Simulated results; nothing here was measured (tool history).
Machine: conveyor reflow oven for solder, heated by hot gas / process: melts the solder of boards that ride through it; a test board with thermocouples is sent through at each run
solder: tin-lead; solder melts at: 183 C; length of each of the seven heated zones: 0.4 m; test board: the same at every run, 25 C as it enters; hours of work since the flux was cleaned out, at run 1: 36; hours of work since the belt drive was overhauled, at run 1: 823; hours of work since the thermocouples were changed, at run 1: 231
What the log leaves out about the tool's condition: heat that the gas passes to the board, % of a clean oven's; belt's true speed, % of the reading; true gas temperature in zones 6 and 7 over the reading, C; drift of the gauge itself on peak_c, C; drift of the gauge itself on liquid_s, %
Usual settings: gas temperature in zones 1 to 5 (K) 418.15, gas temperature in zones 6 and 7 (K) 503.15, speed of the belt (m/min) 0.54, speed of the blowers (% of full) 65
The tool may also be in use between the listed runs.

run	hour	gas temperature in zones 1 to 5 (K)	gas temperature in zones 6 and 7 (K)	speed of the belt (m/min)	speed of the blowers (% of full)	hours of work since the flux was cleaned out	hours of work since the belt drive was overhauled	hours of work since the thermocouples were changed	highest temperature of the board (K)	time above the solder's melting point (s)
1	0	418.15	503.15	0.54	65	36	823	231	484.35	63.1
2	30.6	418.15	503.15	0.54	65	51	838	246	483.55	62.5
3	53	418.15	503.15	0.54	65	62	849	257	485.15	62.5
4	81.2	418.15	503.15	0.54	65	76	863	271	483.55	61.7
5	119.8	418.15	503.15	0.54	65	95	882	290	482.75	62.5
6	160.9	418.15	500.15	0.54	65	115	902	310	481.35	58.1
7	211.4	418.15	503.15	0.54	65	140	927	335	483.25	61.3
8	258.6	418.15	503.15	0.54	65	163	950	358	482.05	60.8
9	307.2	418.15	503.15	0.54	65	187	974	382	482.85	59.9
10	348.3	418.15	503.15	0.54	65	207	994	402	482.45	59.9
11	388.4	418.15	503.15	0.54	65	226	1013	422	481.75	59
12	411.7	418.15	503.15	0.54	65	238	1025	433	480.95	59.4
13	446.5	418.15	503.15	0.54	65	255	1042	450	481.25	59.5
14	467.9	418.15	503.15	0.527	65	265	1052	461	481.15	62.3
# hour 476.4: flux residue cleaned out of gas plates and filters
15	495.8	418.15	503.15	0.527	65	10	1064	472	481.35	61.2
16	538.3	418.15	503.15	0.527	65	30	1084	493	481.15	60
17	582.2	421.15	503.15	0.54	76	52	1106	514	483.25	62.1
18	634.2	429.15	503.15	0.447	76	77	1131	540	489.25	91.7
19	672.8	429.15	507.15	0.497	81	96	1150	559	491.65	82
20	711	429.15	507.15	0.497	81	115	1169	577	491.15	82.9
# hour 729.1: flux residue cleaned out of gas plates and filters, once more
21	760.7	424.15	494.15	0.431	87	16	1191	599	486.25	91.8
22	797.8	413.15	499.15	0.431	87	34	1209	617	488.35	86.6
23	838.6	413.15	499.15	0.431	87	54	1229	637	488.75	87.7
24	882.4	418.15	514.15	0.463	72	75	1251	659	498.65	90.4
25	925.5	409.15	495.15	0.54	65	96	1272	680	474.75	46.8
26	953.7	419.15	506.15	0.516	65	110	1286	694	487.25	69.2
27	1004.1	408.15	501.15	0.494	54	135	1310	719	478.95	55.7
28	1029.6	408.15	517.15	0.494	68	147	1323	731	495.35	77.5
29	1062.7	416.15	503.15	0.603	85	164	1339	747	482.45	55.9
30	1112.3	418.15	493.15	0.493	65	188	1363	772	476.05	61

Take each entry between the runs: how does the hidden state at the last listed run before it differ from the hidden state at the first listed run after it?
Run 14 -> run 15: flux residue cleaned out of gas plates and filters (hour 476.4)
  heat that the gas passes to the board, % of a clean oven's: 88.7 -> 85.9; belt's true speed, % of the reading: 98.94 -> 98.93; true gas temperature in zones 6 and 7 over the reading, C: -1.47 -> -1.49
  measured minus no-state result, highest temperature of the board (K): -3.9 -> -4.7; time above the solder's melting point (s): -4.5 -> -5.9
Run 20 -> run 21: flux residue cleaned out of gas plates and filters, once more (hour 729.1)
  heat that the gas passes to the board, % of a clean oven's: 82.5 -> 98.7; belt's true speed, % of the reading: 98.81 -> 98.79; true gas temperature in zones 6 and 7 over the reading, C: -1.73 -> -1.78
  measured minus no-state result, highest temperature of the board (K): -5.6 -> -1.6; time above the solder's melting point (s): -4.1 -> -0.4
